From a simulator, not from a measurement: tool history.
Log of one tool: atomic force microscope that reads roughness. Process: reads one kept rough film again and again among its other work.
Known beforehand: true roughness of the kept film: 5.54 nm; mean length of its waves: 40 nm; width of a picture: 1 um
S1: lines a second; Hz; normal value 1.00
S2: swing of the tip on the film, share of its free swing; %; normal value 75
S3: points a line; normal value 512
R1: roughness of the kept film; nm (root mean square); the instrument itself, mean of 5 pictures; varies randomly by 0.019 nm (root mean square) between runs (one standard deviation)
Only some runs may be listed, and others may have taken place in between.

Run 1, day 0.000: usual settings. Result: R1 3.824 nm (root mean square).
Run 2, day 1.083: usual settings. Result: R1 3.623 nm (root mean square).
Run 3, day 2.308: usual settings. Result: R1 3.401 nm (root mean square).
At day 3.517: new tip fitted.
Run 4, day 3.517: usual settings. Result: R1 4.534 nm (root mean square).
Run 5, day 4.417: usual settings. Result: R1 4.282 nm (root mean square).
Run 6, day 5.512: usual settings but S1 1.55 Hz. Result: R1 3.853 nm (root mean square).
Run 7, day 6.492: usual settings. Result: R1 3.798 nm (root mean square).
Run 8, day 7.050: usual settings but S1 0.76 Hz. Result: R1 3.732 nm (root mean square).
Run 9, day 7.629: usual settings but S1 0.76 Hz. Result: R1 3.626 nm (root mean square).
Run 10, day 8.188: usual settings but S1 0.76 Hz. Result: R1 3.491 nm (root mean square).
At day 9.254: new tip fitted.
Run 11, day 9.329: usual settings but S1 0.67 Hz. Result: R1 4.583 nm (root mean square).
Run 12, day 10.467: usual settings but S1 2.13 Hz. Result: R1 3.935 nm (root mean square).
Run 13, day 11.579: usual settings but S1 2.13 Hz. Result: R1 3.651 nm (root mean square).
Run 14, day 12.525: usual settings but S1 1.87 Hz, S2 70 %, S3 975. Result: R1 3.628 nm (root mean square).
Run 15, day 13.117: usual settings but S1 1.87 Hz, S2 70 %, S3 975. Result: R1 3.520 nm (root mean square).
Run 16, day 13.933: usual settings but S1 1.87 Hz, S2 70 %, S3 975. Result: R1 3.383 nm (root mean square).
At day 15.008: new tip fitted.
Run 17, day 15.229: usual settings but S1 1.34 Hz, S2 70 %, S3 975. Result: R1 4.459 nm (root mean square).
Run 18, day 16.521: usual settings but S1 1.34 Hz, S2 70 %, S3 975. Result: R1 4.072 nm (root mean square).
Run 19, day 17.750: usual settings but S2 62 %. Result: R1 3.971 nm (root mean square).
Run 20, day 19.038: usual settings but S1 3.31 Hz, S2 61 %. Result: R1 3.477 nm (root mean square).

5 ways to go on from here, each from the tool as it stands after run 20. What would each give?
Run A, day 19.900: usual settings but S2 90 %. Result: R1 ?.
Run B, day 19.900: usual settings but S1 3.62 Hz. Result: R1 ?.
Run C, day 19.900: usual settings but S1 3.81 Hz, S2 84 %, S3 352. Result: R1 ?.
Run D, day 19.900: usual settings but S1 3.82 Hz, S2 71 %, S3 444. Result: R1 ?.
Run E, day 19.900: usual settings but S1 1.76 Hz, S2 61 %. Result: R1 ?.

run     R1
  A  3.201
  B  2.935
  C  2.595
  D  3.021
  E  3.461
Take away the tool's hidden state, keep each run's random variation, and the runs would have read:
run     R1
  A  4.261
  B  3.906
  C  3.454
  D  4.018
  E  4.605

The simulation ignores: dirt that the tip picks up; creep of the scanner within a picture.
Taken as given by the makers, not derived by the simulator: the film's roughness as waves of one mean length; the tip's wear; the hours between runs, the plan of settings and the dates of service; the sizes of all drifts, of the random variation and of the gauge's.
